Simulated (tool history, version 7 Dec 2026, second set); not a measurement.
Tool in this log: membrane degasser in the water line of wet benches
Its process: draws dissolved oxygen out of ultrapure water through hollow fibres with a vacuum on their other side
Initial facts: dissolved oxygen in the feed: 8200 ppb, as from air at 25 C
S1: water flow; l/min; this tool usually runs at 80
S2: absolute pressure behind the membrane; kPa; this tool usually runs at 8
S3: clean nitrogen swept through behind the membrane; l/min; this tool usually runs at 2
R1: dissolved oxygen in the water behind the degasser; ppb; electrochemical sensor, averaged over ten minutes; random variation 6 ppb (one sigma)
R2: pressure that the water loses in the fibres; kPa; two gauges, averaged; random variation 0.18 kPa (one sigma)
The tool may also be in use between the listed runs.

| run | hour | S1 | S2 | S3 | R1 | R2 |
|---|---|---|---|---|---|---|
| 1 | 0 | 80 | 8 | 2 | 614.3 | 34.92 |
| 2 | 251.4 | 80 | 8 | 2.32 | 591.4 | 35.04 |
| 3 | 482.2 | 80 | 8 | 2.32 | 595 | 35.12 |
| 4 | 705.2 | 80 | 8 | 2.32 | 580.6 | 35.03 |
| 5 | 914.9 | 80 | 8 | 2 | 636.2 | 35.4 |
| 6 | 1154.7 | 80 | 8 | 2 | 639.6 | 35.37 |
| 7 | 1284.2 | 80 | 7.95 | 2 | 637.1 | 35.84 |
| 8 | 1545.2 | 80 | 7.95 | 2 | 642.1 | 35.58 |
| 9 | 1671.2 | 117 | 8 | 2 | 884.2 | 52.55 |
| 10 | 1877.3 | 80 | 17.77 | 2 | 1288.2 | 35.66 |
| 11 | 2008.9 | 80 | 9.59 | 1.56 | 842.9 | 35.87 |
| 12 | 2177.1 | 82 | 8 | 2 | 658.1 | 36.77 |
| 13 | 2397.8 | 74 | 5.98 | 1.23 | 575 | 33.24 |
| 14 | 2615 | 78 | 8 | 2 | 633.7 | 34.89 |
| 15 | 2793.5 | 80 | 10.64 | 2.13 | 806.2 | 36.14 |
| 16 | 2977.4 | 82 | 8.89 | 4.05 | 540.7 | 37.31 |
| 17 | 3178 | 82 | 8.89 | 4.05 | 534.2 | 36.8 |
| 18 | 3346.4 | 80 | 7.77 | 2.34 | 590.4 | 36.26 |
| 19 | 3468.4 | 51 | 8 | 4.09 | 316.9 | 23.13 |
| 20 | 3627.5 | 74 | 8 | 2.23 | 585.3 | 33.59 |

Missing from the log above: 2 entries noted between runs. For each, name the pair of listed runs it sits between and say how the tool's hidden condition differs from the listed run just before to the listed run just after:
Logged between run 7 and run 8: vacuum gauge calibrated (hour 1303.8)
  membrane still open, %: 97 -> 96.8; true pressure behind the membrane over the reading, kPa: 0.14 -> 0.18; air that leaks in behind the membrane, l/min: 0.0063 -> 0.0071
  the result without the hidden state subtracted from the measured one, R1: +35.5 -> +40.3 ppb; R2: +1.08 -> +1.15 kPa
Logged between run 14 and run 15: vacuum gauge calibrated, once more (hour 2673.4)
  membrane still open, %: 95.8 -> 95.6; true pressure behind the membrane over the reading, kPa: 0.23 -> 0.02; air that leaks in behind the membrane, l/min: 0.0102 -> 0.0106
  the result without the hidden state subtracted from the measured one, R1: +51.3 -> +38.6 ppb; R2: +1.47 -> +1.58 kPa
